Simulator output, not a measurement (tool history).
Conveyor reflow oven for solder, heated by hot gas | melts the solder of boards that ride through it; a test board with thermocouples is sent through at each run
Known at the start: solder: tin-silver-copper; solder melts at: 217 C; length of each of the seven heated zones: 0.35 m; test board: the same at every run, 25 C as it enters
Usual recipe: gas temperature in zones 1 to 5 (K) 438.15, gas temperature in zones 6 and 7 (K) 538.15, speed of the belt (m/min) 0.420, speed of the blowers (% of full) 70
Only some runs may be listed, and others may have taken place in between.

run	hour	gas temperature in zones 1 to 5 (K)	gas temperature in zones 6 and 7 (K)	speed of the belt (m/min)	speed of the blowers (% of full)	highest temperature of the board (K)	time above the solder's melting point (s)
1	0.0	438.15	538.15	0.420	70	517.15	61.8
2	10.4	438.15	538.15	0.420	70	516.55	61.9
3	16.9	432.15	538.15	0.420	70	515.45	57.5
4	21.9	449.15	538.15	0.420	70	519.45	69.7
5	26.8	449.15	538.15	0.420	70	519.85	69.1
# hour 37.0: flux residue cleaned out of gas plates and filters
6	38.8	438.15	538.15	0.420	70	518.45	64.3
7	48.5	438.15	538.15	0.420	70	517.65	63.9
8	56.1	438.15	538.15	0.420	70	518.05	64.8
9	67.2	438.15	538.15	0.420	70	517.95	63.4
# hour 75.0: belt drive overhauled, speed set with a stopwatch
10	78.3	438.15	538.15	0.420	70	517.25	60.8
11	86.5	438.15	538.15	0.420	70	517.35	60.7
12	97.7	438.15	538.15	0.420	70	517.05	61.2
13	104.3	438.15	538.15	0.420	50	508.75	44.9
14	110.1	438.15	538.15	0.420	50	509.35	45.3
15	115.0	452.15	538.15	0.420	50	512.35	57.1
16	122.2	452.15	538.15	0.420	50	512.85	57.1
17	129.3	438.15	538.15	0.362	74	523.15	80.0
18	138.7	438.15	538.15	0.362	74	523.05	81.1
19	148.8	438.15	552.15	0.439	74	527.95	69.2
20	155.1	449.15	544.15	0.500	52	509.35	38.9
21	161.7	438.15	540.15	0.420	52	510.65	48.8
22	171.6	438.15	540.15	0.420	52	510.95	48.8
23	176.9	437.15	551.15	0.487	62	517.75	48.6
24	186.3	448.15	538.15	0.389	70	521.55	76.3
25	193.3	428.15	538.15	0.420	71	515.05	54.0
26	202.9	440.15	538.15	0.498	79	513.35	46.1
27	211.2	447.15	546.15	0.498	60	514.05	47.1
28	220.9	446.15	538.15	0.484	63	510.05	42.8
29	230.3	446.15	538.15	0.484	63	510.15	44.0
30	241.1	445.15	538.15	0.420	68	517.55	63.5
31	252.9	445.15	538.15	0.420	68	517.05	63.4
32	262.8	426.15	537.15	0.366	85	522.15	74.1

Below are 3 alternative next runs, each starting from the tool's condition after run 32. Predict each:
A	272.3	430.15	535.15	0.366	52	?	?
B	272.3	438.15	539.15	0.366	65	?	?
C	272.3	443.15	538.15	0.366	58	?	?

run	highest temperature of the board (K)	time above the solder's melting point (s)
A	510.25	52.8
B	520.15	74.6
C	517.55	73.8
Without the tool's unlogged condition, the same runs would have read:
run	highest temperature of the board (K)	time above the solder's melting point (s)
A	511.95	56.0
B	521.95	77.1
C	519.25	76.3
